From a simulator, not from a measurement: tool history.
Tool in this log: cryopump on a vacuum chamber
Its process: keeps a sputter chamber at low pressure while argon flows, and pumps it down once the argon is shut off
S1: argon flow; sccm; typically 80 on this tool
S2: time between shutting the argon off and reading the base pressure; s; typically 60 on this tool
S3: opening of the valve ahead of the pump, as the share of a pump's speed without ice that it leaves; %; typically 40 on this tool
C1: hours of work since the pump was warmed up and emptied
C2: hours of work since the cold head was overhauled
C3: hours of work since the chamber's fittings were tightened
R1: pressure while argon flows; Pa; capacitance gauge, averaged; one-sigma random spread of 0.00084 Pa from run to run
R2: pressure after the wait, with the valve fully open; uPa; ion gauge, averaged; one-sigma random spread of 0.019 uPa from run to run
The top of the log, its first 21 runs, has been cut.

run	hour	S1	S2	S3	C1	C2	C3	R1	R2
22	1199.3	94	60	58	204	1142	440	0.1480	1.43
23	1239.0	139	290	43	225	1163	461	0.2893	0.50
24	1286.0	139	53	20	251	1188	486	0.6043	1.58
25	1360.4	106	152	37	290	1228	526	0.2581	0.75
26	1430.9	119	51	33	328	1265	563	0.3243	1.68
27	1484.2	119	51	33	356	1294	592	0.3256	1.69
28	1565.1	119	51	33	399	1337	635	0.3302	1.65
29	1627.2	44	41	31	432	1370	668	0.1293	2.06
# hour 1642.6: pump warmed up, emptied and cooled again
30	1691.7	44	20	31	26	1402	700	0.1225	3.76

The next listed run, before its measurement:
31	1745.6	44	36	24	55	1431	728	?	?

{"run 31": {"R1": 0.1561, "R2": 2.22}}
With no hidden state in the tool, this same run would have given R1 0.1539 Pa, R2 2.11 uPa.
